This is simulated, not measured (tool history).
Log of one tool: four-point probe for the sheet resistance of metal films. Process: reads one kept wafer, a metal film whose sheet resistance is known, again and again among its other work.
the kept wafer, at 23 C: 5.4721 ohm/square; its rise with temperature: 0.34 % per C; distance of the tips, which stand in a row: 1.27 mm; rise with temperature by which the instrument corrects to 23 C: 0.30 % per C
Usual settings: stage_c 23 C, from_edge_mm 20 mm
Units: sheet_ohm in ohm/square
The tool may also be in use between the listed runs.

Run 1, hour 0: usual settings. Result: sheet_ohm 5.528532 ohm/square.
Run 2, hour 38.9: usual settings but from_edge_mm 5 mm. Result: sheet_ohm 5.703688 ohm/square.
Run 3, hour 69.4: usual settings but from_edge_mm 5 mm. Result: sheet_ohm 5.705619 ohm/square.
Run 4, hour 121.5: usual settings but from_edge_mm 5 mm. Result: sheet_ohm 5.706645 ohm/square.
Run 5, hour 160.5: usual settings but from_edge_mm 5 mm. Result: sheet_ohm 5.70613 ohm/square.
Run 6, hour 203.8: usual settings but from_edge_mm 5 mm. Result: sheet_ohm 5.706134 ohm/square.
Run 7, hour 251.4: usual settings but from_edge_mm 37 mm. Result: sheet_ohm 5.52647 ohm/square.
At hour 256.9: stage's thermometer calibrated.
Run 8, hour 275.7: usual settings but from_edge_mm 19 mm. Result: sheet_ohm 5.540836 ohm/square.
Run 9, hour 308.2: usual settings but from_edge_mm 19 mm. Result: sheet_ohm 5.541785 ohm/square.
Run 10, hour 346.3: usual settings but from_edge_mm 19 mm. Result: sheet_ohm 5.540783 ohm/square.
Run 11, hour 393.2: usual settings but stage_c 33 C, from_edge_mm 58 mm. Result: sheet_ohm 5.550121 ohm/square.
At hour 397.2: stage's thermometer calibrated, once more.
Run 12, hour 417.5: usual settings but stage_c 33 C, from_edge_mm 58 mm. Result: sheet_ohm 5.543144 ohm/square.
Run 13, hour 462.4: usual settings but stage_c 27 C, from_edge_mm 5 mm. Result: sheet_ohm 5.712884 ohm/square.

The next listed run, before its measurement:
Run 14, hour 496.4: usual settings but stage_c 22 C, from_edge_mm 4 mm. Result: sheet_ohm ?.

sheet_ohm: 5.802817 ohm/square
Without the tool's hidden state the same run would have given sheet_ohm 5.752257 ohm/square.

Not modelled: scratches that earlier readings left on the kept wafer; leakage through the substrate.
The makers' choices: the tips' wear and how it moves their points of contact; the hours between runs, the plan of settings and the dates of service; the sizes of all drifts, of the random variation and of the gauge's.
